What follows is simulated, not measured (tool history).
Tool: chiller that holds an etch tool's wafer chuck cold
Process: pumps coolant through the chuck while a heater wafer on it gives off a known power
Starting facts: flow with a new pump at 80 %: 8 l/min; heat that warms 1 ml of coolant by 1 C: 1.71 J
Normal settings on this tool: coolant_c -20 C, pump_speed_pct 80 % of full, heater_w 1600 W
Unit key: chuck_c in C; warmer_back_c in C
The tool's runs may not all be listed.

run 1 hour=0 | coolant_c=-20 pump_speed_pct=80 heater_w=1600 | chuck_c=-6.9 warmer_back_c=7.1
run 2 hour=29.3 | coolant_c=-20 pump_speed_pct=80 heater_w=1670 | chuck_c=-6.3 warmer_back_c=7.46
run 3 hour=49.8 | coolant_c=-20 pump_speed_pct=62 heater_w=1670 | chuck_c=-2.6 warmer_back_c=9.92
run 4 hour=70.6 | coolant_c=-20 pump_speed_pct=62 heater_w=1670 | chuck_c=-2.6 warmer_back_c=9.89
run 5 hour=92.9 | coolant_c=-20 pump_speed_pct=62 heater_w=1670 | chuck_c=-2.5 warmer_back_c=9.93
run 6 hour=124.8 | coolant_c=-20 pump_speed_pct=80 heater_w=1600 | chuck_c=-7.1 warmer_back_c=7.15
run 7 hour=148.2 | coolant_c=-20 pump_speed_pct=80 heater_w=1600 | chuck_c=-6.7 warmer_back_c=7.07
run 8 hour=163.9 | coolant_c=-20 pump_speed_pct=78 heater_w=1600 | chuck_c=-6.4 warmer_back_c=7.35
run 9 hour=180.5 | coolant_c=-20 pump_speed_pct=78 heater_w=1600 | chuck_c=-6.6 warmer_back_c=7.37
run 10 hour=203.2 | coolant_c=-30 pump_speed_pct=80 heater_w=1600 | chuck_c=-16.7 warmer_back_c=7.06
run 11 hour=221.7 | coolant_c=-30 pump_speed_pct=80 heater_w=1600 | chuck_c=-16.8 warmer_back_c=7.13
run 12 hour=251.7 | coolant_c=-23 pump_speed_pct=80 heater_w=1600 | chuck_c=-9.6 warmer_back_c=7.06
run 13 hour=269.3 | coolant_c=-20 pump_speed_pct=80 heater_w=1600 | chuck_c=-6.8 warmer_back_c=7.12
run 14 hour=292.1 | coolant_c=-20 pump_speed_pct=80 heater_w=1600 | chuck_c=-7 warmer_back_c=7.18
run 15 hour=322.4 | coolant_c=-20 pump_speed_pct=80 heater_w=1600 | chuck_c=-6.8 warmer_back_c=7.16
run 16 hour=349.2 | coolant_c=-20 pump_speed_pct=80 heater_w=1600 | chuck_c=-6.7 warmer_back_c=7.05
run 17 hour=376.2 | coolant_c=-20 pump_speed_pct=80 heater_w=1600 | chuck_c=-6.8 warmer_back_c=7.22

Run 18, settings as shown, results not yet in. Your forecast:
run 18 hour=396.9 | coolant_c=-11 pump_speed_pct=80 heater_w=1600 | chuck_c=? warmer_back_c=?

Run 18 produced chuck_c 2.3 C, warmer_back_c 7.18 C.
Had the tool carried no hidden state, the very same run would have given chuck_c 1.1 C, warmer_back_c 7.05 C.
